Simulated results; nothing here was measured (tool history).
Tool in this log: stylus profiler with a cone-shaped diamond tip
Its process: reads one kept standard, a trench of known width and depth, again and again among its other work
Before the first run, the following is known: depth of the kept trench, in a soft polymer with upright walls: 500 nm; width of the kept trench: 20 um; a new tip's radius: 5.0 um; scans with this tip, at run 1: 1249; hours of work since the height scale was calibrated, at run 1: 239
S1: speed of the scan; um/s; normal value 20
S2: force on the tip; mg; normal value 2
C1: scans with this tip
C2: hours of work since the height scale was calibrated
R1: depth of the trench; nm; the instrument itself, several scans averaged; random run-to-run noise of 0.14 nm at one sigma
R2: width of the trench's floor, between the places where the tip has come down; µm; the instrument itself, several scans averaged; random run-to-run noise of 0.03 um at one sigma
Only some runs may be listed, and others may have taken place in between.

Run 1, hour 0: usual settings; C1 1249; C2 239. Result: R1 504.13 nm, R2 15.31 µm.
Run 2, hour 12.4: usual settings; C1 1278; C2 244. Result: R1 504.31 nm, R2 15.32 µm.
Run 3, hour 31.8: usual settings but S2 1.62 mg; C1 1322; C2 253. Result: R1 503.29 nm, R2 15.25 µm.
Run 4, hour 40.4: usual settings but S1 11 um/s; C1 1342; C2 256. Result: R1 504.16 nm, R2 15.33 µm.
Run 5, hour 59.1: usual settings but S1 11 um/s; C1 1384; C2 265. Result: R1 504.28 nm, R2 15.33 µm.
Run 6, hour 75.7: usual settings but S1 11 um/s; C1 1422; C2 272. Result: R1 504.09 nm, R2 15.32 µm.
Run 7, hour 92.1: usual settings but S2 3.63 mg; C1 1460; C2 279. Result: R1 506.41 nm, R2 15.32 µm.
Run 8, hour 100.7: usual settings but S1 70 um/s, S2 1.3 mg; C1 1479; C2 283. Result: R1 502.67 nm, R2 14.83 µm.
Run 9, hour 111.7: usual settings but S1 37 um/s, S2 2.25 mg; C1 1505; C2 287. Result: R1 504.47 nm, R2 15.19 µm.
Run 10, hour 120.4: usual settings but S1 37 um/s, S2 2.25 mg; C1 1524; C2 291. Result: R1 504.61 nm, R2 15.2 µm.
Run 11, hour 138.9: usual settings but S1 37 um/s, S2 2.25 mg; C1 1567; C2 299. Result: R1 504.27 nm, R2 15.16 µm.
Run 12, hour 153.5: usual settings but S1 47 um/s, S2 3.77 mg; C1 1600; C2 306. Result: R1 506.15 nm, R2 15.2 µm.
Run 13, hour 170.5: usual settings but S2 1.08 mg; C1 1639; C2 313. Result: R1 502.62 nm, R2 15.19 µm.

What if the next run were any one of these 3? Each begins from the tool's condition after run 13:
Run A, hour 182.8: usual settings but S1 12 um/s, S2 1.08 mg; C1 1667; C2 318. Result: R1 ?, R2 ?.
Run B, hour 182.8: usual settings but S1 28 um/s, S2 3.33 mg; C1 1667; C2 318. Result: R1 ?, R2 ?.
Run C, hour 182.8: usual settings but S1 66 um/s, S2 3.57 mg; C1 1667; C2 318. Result: R1 ?, R2 ?.

run      R1     R2
  A  502.68  15.27
  B  505.77  15.28
  C  506.09  15.04
Without the tool's hidden state the same runs would have given:
run      R1     R2
  A  503.04  15.51
  B  506.14  15.53
  C  506.46  15.28
